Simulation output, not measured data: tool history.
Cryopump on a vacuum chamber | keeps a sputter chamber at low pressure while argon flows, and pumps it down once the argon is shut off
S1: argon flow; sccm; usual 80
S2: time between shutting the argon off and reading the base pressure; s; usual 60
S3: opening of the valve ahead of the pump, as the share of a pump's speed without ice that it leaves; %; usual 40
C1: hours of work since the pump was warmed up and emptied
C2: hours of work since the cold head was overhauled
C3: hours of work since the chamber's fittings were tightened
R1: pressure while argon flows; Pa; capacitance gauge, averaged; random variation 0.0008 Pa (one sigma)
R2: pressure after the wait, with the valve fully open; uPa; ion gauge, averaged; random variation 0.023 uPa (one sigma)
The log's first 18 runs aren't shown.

run 19 hour=653.4 | S1=159 S2=64 S3=22 | C1=183 C2=716 C3=832 | R1=0.5741 R2=0.96
run 20 hour=678.5 | S1=63 S2=193 S3=17 | C1=206 C2=739 C3=855 | R1=0.2951 R2=0.56
run 21 hour=720.2 | S1=37 S2=60 S3=21 | C1=243 C2=776 C3=892 | R1=0.1416 R2=1
run 22 hour=749.7 | S1=133 S2=266 S3=43 | C1=269 C2=802 C3=918 | R1=0.2556 R2=0.52
run 23 hour=777.5 | S1=107 S2=60 S3=16 | C1=294 C2=827 C3=943 | R1=0.533 R2=1.06
run 24 hour=823.8 | S1=107 S2=60 S3=16 | C1=335 C2=868 C3=984 | R1=0.5356 R2=1.04
run 25 hour=859.6 | S1=67 S2=60 S3=58 | C1=367 C2=900 C3=1016 | R1=0.1006 R2=1.08
run 26 hour=891.3 | S1=80 S2=32 S3=22 | C1=395 C2=929 C3=1044 | R1=0.2967 R2=1.63
run 27 hour=924 | S1=46 S2=57 S3=33 | C1=425 C2=958 C3=1074 | R1=0.1173 R2=1.15
run 28 hour=950.6 | S1=46 S2=57 S3=33 | C1=448 C2=982 C3=1097 | R1=0.1171 R2=1.18
run 29 hour=975 | S1=45 S2=60 S3=17 | C1=470 C2=1003 C3=1119 | R1=0.2159 R2=1.15
run 30 hour=1018.7 | S1=45 S2=60 S3=17 | C1=509 C2=1042 C3=1158 | R1=0.2169 R2=1.13
-- hour=1051.3 pump warmed up, emptied and cooled again
run 31 hour=1057 | S1=45 S2=60 S3=17 | C1=5 C2=1072 C3=1188 | R1=0.2079 R2=1.01

The next listed run, before its measurement:
run 32 hour=1092.9 | S1=57 S2=59 S3=15 | C1=37 C2=1104 C3=1220 | R1=? R2=?

Run 32 gave R1 0.2965 Pa, R2 1.09 uPa.
Without the tool's hidden state the same run would have given R1 0.2953 Pa, R2 0.81 uPa.

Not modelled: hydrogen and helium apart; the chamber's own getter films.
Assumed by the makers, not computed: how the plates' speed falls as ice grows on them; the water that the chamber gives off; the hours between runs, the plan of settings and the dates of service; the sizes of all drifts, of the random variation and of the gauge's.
